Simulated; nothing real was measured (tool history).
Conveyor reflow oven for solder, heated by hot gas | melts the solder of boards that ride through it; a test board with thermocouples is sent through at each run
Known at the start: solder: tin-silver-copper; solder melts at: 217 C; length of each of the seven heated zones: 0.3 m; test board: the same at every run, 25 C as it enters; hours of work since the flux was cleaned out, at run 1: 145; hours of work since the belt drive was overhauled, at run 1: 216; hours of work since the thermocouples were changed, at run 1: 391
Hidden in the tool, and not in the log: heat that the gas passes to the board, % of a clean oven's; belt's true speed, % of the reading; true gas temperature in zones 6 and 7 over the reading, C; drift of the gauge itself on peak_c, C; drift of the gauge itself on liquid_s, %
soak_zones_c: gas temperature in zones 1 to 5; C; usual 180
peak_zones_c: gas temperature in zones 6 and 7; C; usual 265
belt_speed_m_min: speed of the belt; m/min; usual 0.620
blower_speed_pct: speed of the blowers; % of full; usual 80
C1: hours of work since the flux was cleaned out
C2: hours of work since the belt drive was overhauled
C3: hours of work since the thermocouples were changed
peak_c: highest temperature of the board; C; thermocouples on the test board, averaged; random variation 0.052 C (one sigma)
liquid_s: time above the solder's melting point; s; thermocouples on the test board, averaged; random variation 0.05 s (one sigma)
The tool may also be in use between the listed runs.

Run 1, day 0.000: usual settings; C1 145; C2 216; C3 391. Result: peak_c 253.89 C, liquid_s 46.69 s.
Run 2, day 0.525: usual settings; C1 151; C2 222; C3 396. Result: peak_c 253.97 C, liquid_s 46.71 s.
Run 3, day 0.942: usual settings but belt_speed_m_min 0.513 m/min; C1 155; C2 226; C3 401. Result: peak_c 257.94 C, liquid_s 59.81 s.
Run 4, day 1.500: usual settings but belt_speed_m_min 0.631 m/min; C1 161; C2 232; C3 407. Result: peak_c 253.36 C, liquid_s 45.58 s.
Run 5, day 1.871: usual settings but belt_speed_m_min 0.631 m/min; C1 165; C2 236; C3 411. Result: peak_c 253.42 C, liquid_s 45.53 s.
Run 6, day 2.571: usual settings but belt_speed_m_min 0.631 m/min; C1 173; C2 244; C3 418. Result: peak_c 253.46 C, liquid_s 45.50 s.
Run 7, day 3.379: usual settings but belt_speed_m_min 0.631 m/min; C1 181; C2 252; C3 427. Result: peak_c 253.46 C, liquid_s 45.57 s.
At day 3.608: belt drive overhauled, speed set with a stopwatch.
Run 8, day 4.125: usual settings but belt_speed_m_min 0.631 m/min; C1 187; C2 5; C3 433. Result: peak_c 253.50 C, liquid_s 45.58 s.
Run 9, day 4.458: usual settings but soak_zones_c 175 C, belt_speed_m_min 0.565 m/min, blower_speed_pct 87 % of full; C1 191; C2 9; C3 436. Result: peak_c 256.42 C, liquid_s 51.83 s.
At day 5.254: belt drive overhauled, speed set with a stopwatch, once more.
Run 10, day 5.333: usual settings but soak_zones_c 175 C, belt_speed_m_min 0.577 m/min, blower_speed_pct 54 % of full; C1 198; C2 1; C3 444. Result: peak_c 249.71 C, liquid_s 45.28 s.
Run 11, day 5.662: usual settings but soak_zones_c 177 C, peak_zones_c 268 C, belt_speed_m_min 0.691 m/min, blower_speed_pct 64 % of full; C1 202; C2 4; C3 447. Result: peak_c 249.37 C, liquid_s 37.32 s.
Run 12, day 6.362: usual settings but peak_zones_c 267 C, blower_speed_pct 52 % of full; C1 209; C2 12; C3 455. Result: peak_c 249.51 C, liquid_s 42.85 s.
Run 13, day 7.033: usual settings but peak_zones_c 267 C, blower_speed_pct 52 % of full; C1 216; C2 19; C3 462. Result: peak_c 249.51 C, liquid_s 42.81 s.

Forecast each of these 5 alternatives for the next run:
Run A, day 7.783: usual settings but soak_zones_c 186 C; C1 224; C2 27; C3 470. Result: peak_c ?, liquid_s ?.
Run B, day 7.783: usual settings but peak_zones_c 272 C, belt_speed_m_min 0.561 m/min, blower_speed_pct 76 % of full; C1 224; C2 27; C3 470. Result: peak_c ?, liquid_s ?.
Run C, day 7.783: usual settings but soak_zones_c 190 C, peak_zones_c 267 C, belt_speed_m_min 0.511 m/min, blower_speed_pct 51 % of full; C1 224; C2 27; C3 470. Result: peak_c ?, liquid_s ?.
Run D, day 7.783: usual settings but soak_zones_c 178 C, peak_zones_c 275 C, blower_speed_pct 58 % of full; C1 224; C2 27; C3 470. Result: peak_c ?, liquid_s ?.
Run E, day 7.783: usual settings but peak_zones_c 264 C, blower_speed_pct 60 % of full; C1 224; C2 27; C3 470. Result: peak_c ?, liquid_s ?.

run  peak_c  liquid_s
  A  254.41     48.57
  B  261.92     55.21
  C  256.48     61.53
  D  257.57     46.64
  E  249.04     42.97
Without the tool's hidden state the same runs would have given:
run  peak_c  liquid_s
  A  254.59     48.86
  B  262.09     55.46
  C  256.46     61.70
  D  257.89     46.96
  E  249.27     43.35

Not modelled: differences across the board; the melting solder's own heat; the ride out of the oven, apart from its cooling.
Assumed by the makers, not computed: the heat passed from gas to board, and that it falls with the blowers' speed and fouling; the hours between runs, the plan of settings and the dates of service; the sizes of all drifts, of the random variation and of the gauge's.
